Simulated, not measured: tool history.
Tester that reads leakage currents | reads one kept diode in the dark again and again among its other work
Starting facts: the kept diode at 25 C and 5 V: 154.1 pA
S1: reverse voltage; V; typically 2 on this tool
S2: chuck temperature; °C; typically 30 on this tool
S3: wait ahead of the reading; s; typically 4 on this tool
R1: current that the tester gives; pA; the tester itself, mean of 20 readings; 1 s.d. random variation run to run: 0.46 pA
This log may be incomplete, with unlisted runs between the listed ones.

run 1 day=0 | S1=2 S2=30 S3=4 | R1=144.98
run 2 day=4.204 | S1=2 S2=30 S3=4 | R1=145.01
run 3 day=9.979 | S1=2 S2=30 S3=4 | R1=144
run 4 day=16.275 | S1=2 S2=30 S3=4 | R1=142.36
run 5 day=21.592 | S1=2 S2=30 S3=4 | R1=141.85
run 6 day=26.858 | S1=2 S2=30 S3=4 | R1=141.42
run 7 day=30.258 | S1=2 S2=30 S3=1.98 | R1=140.83
run 8 day=33.883 | S1=2 S2=30 S3=1.98 | R1=139.88
run 9 day=37.212 | S1=2 S2=30 S3=1.98 | R1=138.89
run 10 day=41.438 | S1=2 S2=30 S3=1.98 | R1=138.04
-- day=44.367 chuck's temperature calibrated
run 11 day=45.796 | S1=2 S2=30 S3=1.98 | R1=153.95
run 12 day=50.896 | S1=2 S2=30 S3=1.98 | R1=152.82
run 13 day=54.35 | S1=4.61 S2=30 S3=4 | R1=220.17
run 14 day=59.725 | S1=4.61 S2=30 S3=4 | R1=219.41
run 15 day=66.833 | S1=4.61 S2=30 S3=4 | R1=218.06
run 16 day=73.808 | S1=4.61 S2=30 S3=4 | R1=216.05
run 17 day=81.05 | S1=4.61 S2=30 S3=4 | R1=214.31
run 18 day=85.104 | S1=4.61 S2=30 S3=4 | R1=214.22
run 19 day=91.067 | S1=4.77 S2=30 S3=4 | R1=215.82
-- day=92.383 probe card cleaned and baked
run 20 day=94.312 | S1=14.57 S2=32 S3=4 | R1=385.2
run 21 day=101.608 | S1=14.57 S2=32 S3=1.67 | R1=379.98
run 22 day=104.571 | S1=14.19 S2=43 S3=0.51 | R1=823.22
run 23 day=108.221 | S1=2 S2=30 S3=0.58 | R1=139.79
-- day=112.283 tester calibrated
run 24 day=113.225 | S1=2 S2=30 S3=0.43 | R1=139.96
run 25 day=118.708 | S1=6.96 S2=30 S3=0.5 | R1=240.27
run 26 day=123.692 | S1=6.96 S2=30 S3=0.5 | R1=238.74
run 27 day=127.296 | S1=17.12 S2=30 S3=0.5 | R1=352.08
run 28 day=132.092 | S1=1.22 S2=38 S3=0.66 | R1=198.62
-- day=135.696 chuck's temperature calibrated
run 29 day=137.362 | S1=1.22 S2=38 S3=0.66 | R1=225.04
run 30 day=142.4 | S1=1.22 S2=38 S3=0.66 | R1=222.14
run 31 day=145.9 | S1=1.22 S2=38 S3=1 | R1=220.86
run 32 day=149.838 | S1=4.53 S2=32 S3=3.98 | R1=250.83

Run 33 has not been measured yet. What should we expect?
run 33 day=156.308 | S1=4.53 S2=32 S3=3.98 | R1=?

{"run 33": {"R1": 249.48}}
Without the tool's hidden state the same run would have given R1 249.55 pA.
